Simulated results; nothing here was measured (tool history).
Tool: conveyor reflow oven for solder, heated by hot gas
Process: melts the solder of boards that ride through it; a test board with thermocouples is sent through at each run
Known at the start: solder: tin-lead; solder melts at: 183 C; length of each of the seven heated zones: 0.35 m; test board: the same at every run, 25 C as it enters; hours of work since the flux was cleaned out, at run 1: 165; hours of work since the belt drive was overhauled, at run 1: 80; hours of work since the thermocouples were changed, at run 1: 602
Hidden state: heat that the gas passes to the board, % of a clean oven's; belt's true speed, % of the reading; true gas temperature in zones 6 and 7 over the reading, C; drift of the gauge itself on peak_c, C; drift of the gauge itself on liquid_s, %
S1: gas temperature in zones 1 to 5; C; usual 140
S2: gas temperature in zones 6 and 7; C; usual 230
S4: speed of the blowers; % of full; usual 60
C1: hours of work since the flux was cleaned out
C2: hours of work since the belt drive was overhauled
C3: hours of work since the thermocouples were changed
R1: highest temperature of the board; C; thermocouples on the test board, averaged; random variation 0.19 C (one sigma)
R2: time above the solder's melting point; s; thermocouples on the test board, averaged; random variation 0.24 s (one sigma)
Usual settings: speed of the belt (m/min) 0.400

run 1 hour=0.0 | S1=140 S2=230 speed_of_the_belt_(m/min)=0.400 S4=60 | C1=165 C2=80 C3=602 | R1=214.4 R2=76.2
run 2 hour=5.8 | S1=140 S2=230 speed_of_the_belt_(m/min)=0.400 S4=60 | C1=168 C2=83 C3=606 | R1=214.2 R2=76.3
run 3 hour=15.1 | S1=153 S2=230 speed_of_the_belt_(m/min)=0.400 S4=60 | C1=174 C2=89 C3=611 | R1=216.3 R2=86.4
run 4 hour=21.2 | S1=153 S2=230 speed_of_the_belt_(m/min)=0.400 S4=60 | C1=177 C2=92 C3=615 | R1=216.1 R2=86.0
run 5 hour=29.9 | S1=153 S2=230 speed_of_the_belt_(m/min)=0.400 S4=62 | C1=182 C2=97 C3=620 | R1=216.9 R2=86.6
run 6 hour=39.1 | S1=140 S2=230 speed_of_the_belt_(m/min)=0.400 S4=60 | C1=187 C2=103 C3=625 | R1=214.2 R2=76.1
run 7 hour=49.2 | S1=140 S2=230 speed_of_the_belt_(m/min)=0.400 S4=60 | C1=193 C2=108 C3=631 | R1=214.3 R2=76.7
run 8 hour=55.9 | S1=140 S2=230 speed_of_the_belt_(m/min)=0.400 S4=60 | C1=197 C2=112 C3=635 | R1=214.0 R2=76.6
run 9 hour=63.3 | S1=140 S2=230 speed_of_the_belt_(m/min)=0.400 S4=70 | C1=201 C2=117 C3=639 | R1=216.0 R2=79.3
run 10 hour=75.2 | S1=140 S2=232 speed_of_the_belt_(m/min)=0.400 S4=60 | C1=208 C2=123 C3=646 | R1=215.4 R2=77.9
run 11 hour=82.0 | S1=130 S2=230 speed_of_the_belt_(m/min)=0.400 S4=60 | C1=212 C2=127 C3=650 | R1=212.0 R2=69.1
run 12 hour=93.6 | S1=130 S2=230 speed_of_the_belt_(m/min)=0.400 S4=60 | C1=219 C2=134 C3=656 | R1=211.7 R2=69.1
run 13 hour=103.9 | S1=130 S2=230 speed_of_the_belt_(m/min)=0.426 S4=60 | C1=225 C2=140 C3=662 | R1=209.8 R2=61.6
run 14 hour=109.8 | S1=130 S2=230 speed_of_the_belt_(m/min)=0.426 S4=60 | C1=228 C2=143 C3=666 | R1=209.9 R2=61.2
run 15 hour=120.2 | S1=140 S2=230 speed_of_the_belt_(m/min)=0.400 S4=60 | C1=234 C2=149 C3=672 | R1=213.4 R2=76.3
run 16 hour=130.4 | S1=140 S2=230 speed_of_the_belt_(m/min)=0.400 S4=60 | C1=240 C2=155 C3=677 | R1=214.1 R2=76.2
run 17 hour=135.5 | S1=133 S2=241 speed_of_the_belt_(m/min)=0.400 S4=60 | C1=243 C2=158 C3=680 | R1=221.8 R2=81.4
run 18 hour=141.6 | S1=125 S2=230 speed_of_the_belt_(m/min)=0.392 S4=60 | C1=246 C2=162 C3=684 | R1=211.6 R2=68.1
run 19 hour=149.5 | S1=125 S2=230 speed_of_the_belt_(m/min)=0.392 S4=60 | C1=251 C2=166 C3=688 | R1=211.9 R2=68.1
run 20 hour=159.1 | S1=125 S2=230 speed_of_the_belt_(m/min)=0.345 S4=60 | C1=256 C2=172 C3=694 | R1=215.6 R2=84.1
run 21 hour=164.0 | S1=125 S2=230 speed_of_the_belt_(m/min)=0.345 S4=60 | C1=259 C2=174 C3=697 | R1=215.5 R2=84.1
run 22 hour=171.7 | S1=140 S2=230 speed_of_the_belt_(m/min)=0.373 S4=65 | C1=264 C2=179 C3=701 | R1=216.1 R2=85.6
run 23 hour=178.3 | S1=140 S2=230 speed_of_the_belt_(m/min)=0.373 S4=65 | C1=267 C2=183 C3=705 | R1=216.5 R2=86.0
run 24 hour=183.9 | S1=128 S2=240 speed_of_the_belt_(m/min)=0.474 S4=87 | C1=271 C2=186 C3=708 | R1=220.4 R2=65.4
run 25 hour=193.5 | S1=140 S2=230 speed_of_the_belt_(m/min)=0.399 S4=56 | C1=276 C2=191 C3=714 | R1=212.8 R2=74.1
run 26 hour=204.8 | S1=140 S2=230 speed_of_the_belt_(m/min)=0.399 S4=56 | C1=283 C2=198 C3=720 | R1=212.5 R2=74.5
run 27 hour=214.1 | S1=150 S2=219 speed_of_the_belt_(m/min)=0.399 S4=56 | C1=288 C2=203 C3=726 | R1=205.0 R2=70.0
run 28 hour=223.5 | S1=137 S2=230 speed_of_the_belt_(m/min)=0.400 S4=60 | C1=293 C2=209 C3=731 | R1=212.8 R2=73.3
run 29 hour=232.4 | S1=140 S2=222 speed_of_the_belt_(m/min)=0.400 S4=77 | C1=299 C2=214 C3=736 | R1=209.6 R2=72.4
run 30 hour=238.1 | S1=140 S2=222 speed_of_the_belt_(m/min)=0.400 S4=77 | C1=302 C2=217 C3=739 | R1=209.5 R2=72.3
run 31 hour=247.6 | S1=140 S2=222 speed_of_the_belt_(m/min)=0.400 S4=77 | C1=307 C2=223 C3=745 | R1=209.5 R2=72.2
run 32 hour=253.2 | S1=140 S2=222 speed_of_the_belt_(m/min)=0.400 S4=77 | C1=311 C2=226 C3=748 | R1=209.5 R2=72.0

Forecast each of these 3 alternatives for the next run:
run A hour=260.3 | S1=140 S2=230 speed_of_the_belt_(m/min)=0.459 S4=57 | C1=315 C2=230 C3=752 | R1=? R2=?
run B hour=260.3 | S1=126 S2=222 speed_of_the_belt_(m/min)=0.400 S4=76 | C1=315 C2=230 C3=752 | R1=? R2=?
run C hour=260.3 | S1=140 S2=242 speed_of_the_belt_(m/min)=0.354 S4=60 | C1=315 C2=230 C3=752 | R1=? R2=?

run=A R1=207.8 R2=57.5
run=B R1=206.8 R2=62.0
run=C R1=227.6 R2=101.5
Without the tool's hidden state the same runs would have given:
run=A R1=210.8 R2=61.8
run=B R1=209.9 R2=67.2
run=C R1=230.3 R2=103.8
